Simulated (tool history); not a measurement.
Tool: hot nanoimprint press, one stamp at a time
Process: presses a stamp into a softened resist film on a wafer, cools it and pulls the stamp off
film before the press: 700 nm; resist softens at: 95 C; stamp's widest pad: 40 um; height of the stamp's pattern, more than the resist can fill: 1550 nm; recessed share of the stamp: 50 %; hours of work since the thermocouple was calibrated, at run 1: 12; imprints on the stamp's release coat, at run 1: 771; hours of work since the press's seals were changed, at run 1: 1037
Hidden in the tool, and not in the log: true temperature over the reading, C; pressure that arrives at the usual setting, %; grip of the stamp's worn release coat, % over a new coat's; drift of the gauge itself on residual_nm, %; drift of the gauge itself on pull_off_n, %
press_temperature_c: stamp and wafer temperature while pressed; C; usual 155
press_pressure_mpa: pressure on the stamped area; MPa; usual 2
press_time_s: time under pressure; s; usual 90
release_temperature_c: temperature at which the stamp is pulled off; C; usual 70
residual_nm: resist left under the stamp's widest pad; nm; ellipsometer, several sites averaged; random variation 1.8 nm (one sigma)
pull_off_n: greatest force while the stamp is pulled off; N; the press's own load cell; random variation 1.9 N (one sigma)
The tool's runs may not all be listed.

run	day	press_temperature_c	press_pressure_mpa	press_time_s	release_temperature_c	hours of work since the thermocouple was calibrated	imprints on the stamp's release coat	hours of work since the press's seals were changed	residual_nm	pull_off_n
1	0	155	2	90	70	12	771	1037	302.7	165
# day 2.029: stamp cleaned and given a new release coat
2	2.129	155	2	90	70	42	10	1067	301.4	146
3	3.662	155	2	173	70	66	155	1091	233.5	152
4	5.908	155	2	173	70	102	366	1127	237.1	157
5	6.908	155	2.12	90	70	118	461	1143	302.9	164
6	8.029	155	2.12	90	70	136	566	1161	302.4	161
7	10.2	155	2.12	90	70	170	771	1195	305.3	170
8	11.85	155	2.12	90	70	196	927	1221	307.5	173
# day 12.312: stamp cleaned and given a new release coat
9	13.529	155	2	90	58	219	115	1244	318.4	195
10	14.462	149	2	90	70	234	203	1259	420.1	150
# day 14.962: press's hydraulic seals changed and the load cell set to zero
11	16.217	149	2	90	70	257	337	20	415.2	158
12	17.896	149	2	90	70	283	495	47	421.3	163
13	20.162	149	2	90	70	319	709	83	423.9	167
14	21.775	155	2	90	70	345	861	109	316.3	175
# day 22.833: stamp cleaned and given a new release coat
15	23.225	159	2	90	70	364	36	128	260.7	154
# day 23.538: plate thermocouple calibrated
16	24.771	147	2	90	70	20	170	150	483.7	159
17	26.908	147	2	90	70	54	372	184	489.6	164
# day 27.596: plate thermocouple calibrated, once more
18	28.108	155	1.78	73	69	8	473	201	337.3	163
19	29.112	146	2.43	105	69	24	568	217	408.5	164
20	30.362	164	2.43	77	69	44	686	237	188.1	166
21	31.912	155	2.29	58	70	69	832	262	334.9	170
# day 33.292: stamp cleaned and given a new release coat
22	34.192	157	2.8	142	60	101	85	294	193.2	186
23	35.421	157	2.8	142	60	121	201	314	194.7	191
24	36.379	157	2.9	94	60	136	291	329	230.4	194
25	38.038	165	2.9	94	71	162	447	355	154.5	155
26	39.896	155	1.59	90	72	192	623	385	339.9	155
27	41.612	155	2.47	162	64	219	784	412	221.8	194
# day 43.479: stamp cleaned and given a new release coat
28	43.479	155	2	90	60	245	0	438	316.2	183
29	45.65	145	1.75	99	61	279	205	473	503.4	187

5 ways to go on from here, each from the tool as it stands after run 29. What would each give?
A	47.433	161	2.83	117	70	308	373	501	?	?
B	47.433	155	2.76	70	69	308	373	501	?	?
C	47.433	150	2.05	90	70	308	373	501	?	?
D	47.433	153	2	104	70	308	373	501	?	?
E	47.433	148	2	90	77	308	373	501	?	?

run	residual_nm	pull_off_n
A	176.8	160
B	307.6	164
C	397.7	164
D	326.5	160
E	441.2	133
Without the tool's hidden state the same runs would have given:
run	residual_nm	pull_off_n
A	161.7	145
B	282.3	149
C	369	149
D	301.2	145
E	411.4	120

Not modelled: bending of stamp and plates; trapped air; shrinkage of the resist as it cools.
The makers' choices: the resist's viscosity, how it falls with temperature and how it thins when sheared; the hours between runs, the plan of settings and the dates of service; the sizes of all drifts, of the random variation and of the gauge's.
